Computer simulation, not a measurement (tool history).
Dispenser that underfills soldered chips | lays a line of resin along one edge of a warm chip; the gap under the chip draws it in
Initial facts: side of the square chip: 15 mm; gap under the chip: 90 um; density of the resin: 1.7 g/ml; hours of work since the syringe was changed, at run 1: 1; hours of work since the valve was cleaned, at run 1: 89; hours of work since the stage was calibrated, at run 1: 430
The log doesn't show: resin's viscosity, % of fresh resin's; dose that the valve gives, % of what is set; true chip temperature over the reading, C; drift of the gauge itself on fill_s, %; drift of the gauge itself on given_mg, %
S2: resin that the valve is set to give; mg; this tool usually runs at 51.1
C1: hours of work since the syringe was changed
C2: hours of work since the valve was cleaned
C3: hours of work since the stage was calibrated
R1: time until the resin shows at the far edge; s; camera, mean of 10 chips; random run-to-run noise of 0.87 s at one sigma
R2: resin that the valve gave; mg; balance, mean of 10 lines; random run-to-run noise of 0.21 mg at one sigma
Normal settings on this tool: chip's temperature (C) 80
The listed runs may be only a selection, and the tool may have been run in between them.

run 1 hour=0.0 | chip's_temperature_(C)=80 S2=51.1 | C1=1 C2=89 C3=430 | R1=104.9 R2=46.76
-- hour=7.6 new syringe of resin
-- hour=16.1 new syringe of resin
run 2 hour=16.1 | chip's_temperature_(C)=80 S2=51.1 | C1=0 C2=100 C3=441 | R1=97.0 R2=46.25
-- hour=24.7 new syringe of resin
-- hour=25.7 dispensing valve cleaned and set on the balance
run 3 hour=32.8 | chip's_temperature_(C)=80 S2=51.1 | C1=5 C2=5 C3=453 | R1=150.1 R2=50.77
-- hour=34.3 new syringe of resin
run 4 hour=40.0 | chip's_temperature_(C)=80 S2=65.9 | C1=4 C2=10 C3=458 | R1=134.1 R2=65.35
-- hour=43.7 new syringe of resin
-- hour=52.8 new syringe of resin
run 5 hour=54.8 | chip's_temperature_(C)=80 S2=65.9 | C1=2 C2=21 C3=468 | R1=108.8 R2=64.29
-- hour=62.1 new syringe of resin
-- hour=70.9 new syringe of resin
run 6 hour=70.9 | chip's_temperature_(C)=80 S2=65.9 | C1=0 C2=32 C3=480 | R1=95.2 R2=63.76
-- hour=80.2 new syringe of resin
run 7 hour=83.2 | chip's_temperature_(C)=80 S2=65.9 | C1=2 C2=41 C3=489 | R1=118.9 R2=62.78
-- hour=88.8 new syringe of resin
-- hour=97.7 new syringe of resin
run 8 hour=97.7 | chip's_temperature_(C)=80 S2=49.1 | C1=0 C2=51 C3=499 | R1=97.8 R2=46.93
-- hour=106.7 new syringe of resin
run 9 hour=108.7 | chip's_temperature_(C)=80 S2=49.1 | C1=1 C2=59 C3=507 | R1=115.3 R2=46.30
-- hour=115.8 new syringe of resin
run 10 hour=117.9 | chip's_temperature_(C)=80 S2=49.1 | C1=2 C2=66 C3=513 | R1=114.1 R2=45.80
-- hour=124.7 new syringe of resin
run 11 hour=128.9 | chip's_temperature_(C)=80 S2=58.0 | C1=3 C2=74 C3=521 | R1=129.2 R2=53.56
-- hour=133.3 new syringe of resin
run 12 hour=135.6 | chip's_temperature_(C)=80 S2=51.1 | C1=2 C2=78 C3=526 | R1=115.4 R2=47.10
-- hour=142.1 new syringe of resin
run 13 hour=143.5 | chip's_temperature_(C)=80 S2=51.1 | C1=1 C2=84 C3=532 | R1=108.2 R2=46.83
-- hour=151.2 new syringe of resin
run 14 hour=157.0 | chip's_temperature_(C)=80 S2=51.1 | C1=4 C2=94 C3=541 | R1=146.3 R2=46.33
-- hour=159.7 new syringe of resin
run 15 hour=166.9 | chip's_temperature_(C)=78 S2=51.1 | C1=5 C2=101 C3=548 | R1=180.8 R2=46.09
-- hour=169.2 new syringe of resin
-- hour=174.3 dispensing valve cleaned and set on the balance
-- hour=179.2 new syringe of resin
run 16 hour=180.5 | chip's_temperature_(C)=78 S2=51.1 | C1=1 C2=4 C3=557 | R1=120.5 R2=50.60
-- hour=188.7 new syringe of resin
run 17 hour=194.3 | chip's_temperature_(C)=78 S2=51.1 | C1=4 C2=14 C3=567 | R1=160.9 R2=50.23
-- hour=198.2 new syringe of resin
run 18 hour=206.0 | chip's_temperature_(C)=84 S2=57.9 | C1=6 C2=23 C3=576 | R1=131.5 R2=56.54
-- hour=207.5 new syringe of resin
-- hour=216.4 new syringe of resin
run 19 hour=219.3 | chip's_temperature_(C)=83 S2=51.5 | C1=2 C2=32 C3=585 | R1=105.6 R2=49.61
-- hour=226.1 new syringe of resin
run 20 hour=234.1 | chip's_temperature_(C)=84 S2=48.8 | C1=6 C2=43 C3=596 | R1=142.1 R2=47.21
-- hour=235.4 new syringe of resin
-- hour=244.1 new syringe of resin
run 21 hour=246.8 | chip's_temperature_(C)=80 S2=55.8 | C1=2 C2=52 C3=605 | R1=119.0 R2=53.03
-- hour=252.7 new syringe of resin
run 22 hour=257.2 | chip's_temperature_(C)=75 S2=48.9 | C1=3 C2=59 C3=612 | R1=183.7 R2=46.15
-- hour=261.6 new syringe of resin
run 23 hour=267.0 | chip's_temperature_(C)=75 S2=48.9 | C1=4 C2=66 C3=619 | R1=190.6 R2=45.64
-- hour=270.3 new syringe of resin
-- hour=279.7 new syringe of resin
run 24 hour=282.9 | chip's_temperature_(C)=87 S2=62.8 | C1=2 C2=77 C3=630 | R1=86.8 R2=58.38
-- hour=288.9 new syringe of resin
run 25 hour=295.1 | chip's_temperature_(C)=90 S2=62.8 | C1=5 C2=86 C3=639 | R1=88.9 R2=57.35
-- hour=298.1 new syringe of resin
-- hour=307.4 new syringe of resin
run 26 hour=309.9 | chip's_temperature_(C)=71 S2=61.0 | C1=2 C2=97 C3=650 | R1=196.3 R2=55.16
-- hour=316.2 new syringe of resin
run 27 hour=317.6 | chip's_temperature_(C)=92 S2=60.0 | C1=1 C2=102 C3=655 | R1=59.6 R2=53.90
-- hour=324.0 dispensing valve cleaned and set on the balance
run 28 hour=325.2 | chip's_temperature_(C)=92 S2=57.4 | C1=6 C2=1 C3=660 | R1=91.6 R2=57.19
-- hour=326.5 new syringe of resin
-- hour=335.9 new syringe of resin
run 29 hour=339.1 | chip's_temperature_(C)=92 S2=57.4 | C1=2 C2=11 C3=670 | R1=69.9 R2=56.73
-- hour=345.4 new syringe of resin
run 30 hour=349.3 | chip's_temperature_(C)=89 S2=57.4 | C1=3 C2=18 C3=677 | R1=84.8 R2=56.52
-- hour=355.0 new syringe of resin
run 31 hour=358.4 | chip's_temperature_(C)=66 S2=49.4 | C1=3 C2=25 C3=684 | R1=288.8 R2=48.26
-- hour=363.8 new syringe of resin
run 32 hour=366.0 | chip's_temperature_(C)=77 S2=64.0 | C1=2 C2=30 C3=689 | R1=140.0 R2=62.45
-- hour=372.7 new syringe of resin
run 33 hour=374.7 | chip's_temperature_(C)=95 S2=60.0 | C1=1 C2=36 C3=695 | R1=54.9 R2=57.99

Alternative continuations, all from the tool just after run 33; predict every row:
-- hour=382.1 new syringe of resin
run A hour=389.9 | chip's_temperature_(C)=67 S2=61.3 | C1=6 C2=47 C3=706 | R1=? R2=?
-- hour=382.1 new syringe of resin
run B hour=389.9 | chip's_temperature_(C)=80 S2=54.5 | C1=6 C2=47 C3=706 | R1=? R2=?
-- hour=382.1 new syringe of resin
run C hour=389.9 | chip's_temperature_(C)=95 S2=48.0 | C1=6 C2=47 C3=706 | R1=? R2=?
-- hour=382.1 new syringe of resin
run D hour=389.9 | chip's_temperature_(C)=89 S2=54.3 | C1=6 C2=47 C3=706 | R1=? R2=?

run=A R1=352.2 R2=58.37
run=B R1=171.4 R2=52.37
run=C R1=83.4 R2=45.98
run=D R1=109.8 R2=51.77
Had the tool no hidden state, the same runs would have come out as:
run=A R1=161.4 R2=61.09
run=B R1=80.2 R2=54.81
run=C R1=39.4 R2=48.12
run=D R1=51.6 R2=54.19

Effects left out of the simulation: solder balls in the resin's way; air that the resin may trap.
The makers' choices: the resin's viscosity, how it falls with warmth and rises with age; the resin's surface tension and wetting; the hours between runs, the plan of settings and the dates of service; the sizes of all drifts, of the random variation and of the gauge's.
